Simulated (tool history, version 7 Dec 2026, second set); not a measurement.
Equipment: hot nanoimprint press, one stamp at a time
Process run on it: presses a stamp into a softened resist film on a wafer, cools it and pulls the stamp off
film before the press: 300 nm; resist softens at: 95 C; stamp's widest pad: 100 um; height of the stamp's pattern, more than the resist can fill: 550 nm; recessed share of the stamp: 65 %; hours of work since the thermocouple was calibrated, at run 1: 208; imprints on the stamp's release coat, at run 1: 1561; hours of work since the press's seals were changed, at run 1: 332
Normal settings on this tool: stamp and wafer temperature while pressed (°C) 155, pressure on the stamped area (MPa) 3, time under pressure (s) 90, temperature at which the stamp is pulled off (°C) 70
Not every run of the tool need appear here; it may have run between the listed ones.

| run | hour | stamp and wafer temperature while pressed (°C) | pressure on the stamped area (MPa) | time under pressure (s) | temperature at which the stamp is pulled off (°C) | hours of work since the thermocouple was calibrated | imprints on the stamp's release coat | hours of work since the press's seals were changed | resist left under the stamp's widest pad (angstrom) | greatest force while the stamp is pulled off (N) |
|---|---|---|---|---|---|---|---|---|---|---|
| 1 | 0 | 155 | 3 | 90 | 70 | 208 | 1561 | 332 | 1328 | 286 |
| 2 | 7.3 | 155 | 3 | 90 | 70 | 213 | 1598 | 337 | 1318 | 291 |
| 3 | 12.3 | 155 | 3 | 90 | 70 | 217 | 1623 | 341 | 1317 | 292 |
| 4 | 22.6 | 144 | 3 | 90 | 70 | 225 | 1674 | 349 | 1890 | 289 |
| 5 | 33.3 | 155 | 3 | 90 | 70 | 233 | 1728 | 357 | 1328 | 301 |
| 6 | 39.7 | 164 | 3 | 90 | 70 | 238 | 1760 | 362 | 986 | 302 |
| 7 | 49.7 | 164 | 3 | 90 | 70 | 245 | 1810 | 369 | 986 | 310 |
| 8 | 60.6 | 155 | 3 | 90 | 70 | 253 | 1865 | 377 | 1336 | 298 |
| 9 | 70 | 159 | 3 | 90 | 70 | 260 | 1912 | 384 | 1168 | 310 |
|  | 77.8 | stamp cleaned and given a new release coat |
| 10 | 82.3 | 159 | 3 | 90 | 70 | 265 | 23 | 389 | 1182 | 211 |
| 11 | 92.6 | 159 | 3 | 90 | 70 | 273 | 75 | 397 | 1177 | 222 |
| 12 | 99.7 | 159 | 3 | 90 | 70 | 278 | 110 | 402 | 1177 | 219 |
| 13 | 110.5 | 159 | 3 | 90 | 70 | 286 | 165 | 411 | 1180 | 218 |
|  | 122.9 | plate thermocouple calibrated |
| 14 | 123.7 | 159 | 3 | 90 | 70 | 1 | 216 | 418 | 1153 | 213 |
| 15 | 131.9 | 159 | 3 | 90 | 70 | 7 | 257 | 424 | 1136 | 229 |
| 16 | 138.4 | 146 | 3 | 90 | 70 | 12 | 289 | 429 | 1750 | 226 |
| 17 | 145.7 | 147 | 4.35 | 120 | 74 | 17 | 326 | 435 | 1336 | 218 |
| 18 | 154.1 | 144 | 4.64 | 120 | 75 | 24 | 368 | 441 | 1452 | 213 |
| 19 | 161.7 | 162 | 2.96 | 56 | 69 | 29 | 406 | 447 | 1271 | 234 |
| 20 | 172.6 | 155 | 3 | 145 | 70 | 37 | 461 | 455 | 1078 | 237 |
| 21 | 180.8 | 155 | 3 | 100 | 65 | 44 | 502 | 461 | 1264 | 251 |
| 22 | 188.4 | 155 | 3 | 100 | 72 | 49 | 540 | 467 | 1264 | 234 |
| 23 | 195.2 | 155 | 4.74 | 47 | 75 | 54 | 575 | 472 | 1404 | 211 |
| 24 | 204.9 | 161 | 3.15 | 85 | 75 | 62 | 623 | 479 | 1090 | 219 |
| 25 | 215.1 | 155 | 4.14 | 90 | 56 | 69 | 674 | 487 | 1164 | 304 |
| 26 | 225.6 | 155 | 3 | 53 | 68 | 77 | 727 | 495 | 1614 | 257 |
| 27 | 237.1 | 155 | 3 | 155 | 76 | 86 | 785 | 504 | 1065 | 228 |
| 28 | 243.3 | 155 | 3 | 155 | 76 | 91 | 816 | 508 | 1074 | 223 |
| 29 | 254.1 | 155 | 3 | 155 | 76 | 99 | 870 | 516 | 1076 | 221 |
| 30 | 259.8 | 143 | 4.14 | 94 | 57 | 103 | 898 | 521 | 1731 | 321 |

Run by run, hidden condition taken away, random variation retained:
Unlogged tool condition in this case: true temperature over the reading, C; pressure that arrives at the usual setting, %; grip of the stamp's worn release coat, % over a new coat's; drift of the gauge itself on residual_nm, %; drift of the gauge itself on pull_off_n, %.
| run | resist left under the stamp's widest pad (angstrom) | greatest force while the stamp is pulled off (N) |
|---|---|---|
| 1 | 1287 | 211 |
| 2 | 1276 | 214 |
| 3 | 1275 | 213 |
| 4 | 1835 | 210 |
| 5 | 1282 | 216 |
| 6 | 951 | 215 |
| 7 | 949 | 219 |
| 8 | 1285 | 209 |
| 9 | 1122 | 216 |
| 10 | 1134 | 207 |
| 11 | 1128 | 216 |
| 12 | 1126 | 211 |
| 13 | 1127 | 208 |
| 14 | 1130 | 203 |
| 15 | 1112 | 217 |
| 16 | 1718 | 212 |
| 17 | 1295 | 203 |
| 18 | 1404 | 197 |
| 19 | 1240 | 215 |
| 20 | 1048 | 215 |
| 21 | 1229 | 226 |
| 22 | 1228 | 209 |
| 23 | 1349 | 187 |
| 24 | 1054 | 192 |
| 25 | 1116 | 265 |
| 26 | 1566 | 221 |
| 27 | 1026 | 194 |
| 28 | 1033 | 188 |
| 29 | 1033 | 184 |
| 30 | 1659 | 268 |
